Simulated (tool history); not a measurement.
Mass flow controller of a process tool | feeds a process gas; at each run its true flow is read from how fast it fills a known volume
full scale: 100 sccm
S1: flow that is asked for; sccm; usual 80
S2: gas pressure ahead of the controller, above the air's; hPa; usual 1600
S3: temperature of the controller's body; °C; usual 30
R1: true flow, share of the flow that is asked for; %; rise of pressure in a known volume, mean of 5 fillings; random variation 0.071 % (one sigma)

run    hour  S1    S2  S3      R1
  1     0.0  80  1600  30  100.09
  2    66.1  80  1600  30  100.07
  3   193.7  80  2270  30  100.42
  4   260.2  80  2270  30  100.47
  5   358.1  80  1600  30  100.17
  6   479.2  80  1600  30  100.04
  7   599.6  80  1600  25   99.56
  8   681.5  80  1600  30   99.98
  9   821.4  80  2660  30  100.64
 10   890.8  80  2660  30  100.62
 11  1021.5  92  2690  28  100.49
 12  1130.2  23  1730  23  101.30
 13  1205.3  57  1690  23   99.68
 14  1299.8  10  1900  36  106.49
 15  1379.2  80  2500  30  100.63
 16  1504.6  41  1600  30  100.68
 17  1638.8  41  1600  30  100.76
 18  1748.5  41  2680  32  101.48

Forecast each of these 5 alternatives for the next run:
  A  1854.8  41  1880  32   ?
  B  1854.8  10  1740  27   ?
  C  1854.8  15  2580  30   ?
  D  1854.8  12  1600  30   ?
  E  1854.8  14  1800  24   ?

run      R1
  A  101.13
  B  106.34
  C  104.56
  D  105.33
  E  103.81
Without the tool's hidden state the same runs would have given:
run      R1
  A  100.41
  B   99.73
  C  100.55
  D  100.02
  E   99.43
